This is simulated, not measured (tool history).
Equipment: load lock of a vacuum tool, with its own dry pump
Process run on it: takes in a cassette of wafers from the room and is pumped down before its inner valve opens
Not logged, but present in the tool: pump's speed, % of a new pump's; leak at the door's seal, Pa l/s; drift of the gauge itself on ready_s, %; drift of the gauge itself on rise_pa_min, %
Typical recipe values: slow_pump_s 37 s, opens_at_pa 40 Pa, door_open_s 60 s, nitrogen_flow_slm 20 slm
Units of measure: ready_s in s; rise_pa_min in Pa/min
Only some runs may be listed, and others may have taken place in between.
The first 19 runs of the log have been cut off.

| run | hour | slow_pump_s | opens_at_pa | door_open_s | nitrogen_flow_slm | hours that the pump has run since its overhaul | times that the door has closed on its seal | incoming humidity of the room's air, % | ready_s | rise_pa_min |
|---|---|---|---|---|---|---|---|---|---|---|
| 20 | 2625.8 | 37 | 40 | 60 | 20 | 8019 | 6398 | 46.0 | 91.0 | 0.060 |
| 21 | 2725.8 | 37 | 40 | 60 | 12 | 8119 | 6816 | 42.7 | 90.3 | 0.070 |
| 22 | 2899.0 | 26 | 29 | 63 | 20 | 8292 | 7540 | 45.4 | 86.6 | 0.073 |
| 23 | 3030.7 | 26 | 29 | 63 | 20 | 8424 | 8090 | 49.2 | 87.7 | 0.084 |
| 24 | 3123.6 | 26 | 29 | 63 | 25 | 8516 | 8478 | 45.5 | 87.1 | 0.076 |
| 25 | 3242.7 | 26 | 29 | 35 | 25 | 8635 | 8976 | 46.6 | 87.9 | 0.069 |
| 26 | 3409.8 | 26 | 29 | 35 | 25 | 8803 | 9674 | 46.2 | 88.2 | 0.068 |
| 27 | 3499.8 | 44 | 40 | 60 | 6 | 8893 | 10050 | 44.1 | 97.4 | 0.105 |
| 28 | 3651.9 | 22 | 40 | 158 | 27 | 9045 | 10685 | 48.9 | 82.3 | 0.128 |
| 29 | 3750.4 | 37 | 46 | 151 | 6 | 9143 | 11097 | 46.0 | 90.9 | 0.160 |
| 30 | 3858.4 | 37 | 46 | 151 | 6 | 9251 | 11548 | 46.2 | 91.8 | 0.166 |
| 31 | 3958.7 | 37 | 29 | 151 | 15 | 9351 | 11967 | 45.2 | 95.3 | 0.152 |
| 32 | 4091.7 | 56 | 40 | 60 | 24 | 9485 | 12523 | 47.2 | 105.9 | 0.106 |
| 33 | 4179.0 | 37 | 64 | 60 | 32 | 9572 | 12888 | 44.8 | 88.8 | 0.100 |
| 34 | 4273.4 | 37 | 42 | 60 | 32 | 9666 | 13283 | 41.1 | 91.4 | 0.105 |
| 35 | 4412.9 | 37 | 42 | 52 | 21 | 9806 | 13865 | 42.5 | 92.1 | 0.116 |
| 36 | 4590.6 | 25 | 40 | 60 | 6 | 9983 | 14608 | 43.7 | 84.4 | 0.137 |
| 37 | 4711.7 | 37 | 40 | 75 | 20 | 10104 | 15113 | 42.4 | 93.8 | 0.134 |

Predict each of these 4 candidate next runs independently; none follows another, all start after run 37:
| A | 4862.6 | 18 | 40 | 51 | 26 | 10255 | 15744 | 43.4 | ? | ? |
| B | 4862.6 | 22 | 40 | 52 | 20 | 10255 | 15744 | 45.3 | ? | ? |
| C | 4862.6 | 61 | 40 | 75 | 20 | 10255 | 15744 | 41.8 | ? | ? |
| D | 4862.6 | 18 | 40 | 60 | 20 | 10255 | 15744 | 43.1 | ? | ? |

| run | ready_s | rise_pa_min |
|---|---|---|
| A | 81.3 | 0.124 |
| B | 83.0 | 0.131 |
| C | 108.3 | 0.139 |
| D | 81.2 | 0.132 |
With no hidden state in the tool, these same runs would have given:
| run | ready_s | rise_pa_min |
|---|---|---|
| A | 70.4 | 0.025 |
| B | 72.4 | 0.033 |
| C | 100.2 | 0.040 |
| D | 70.3 | 0.034 |
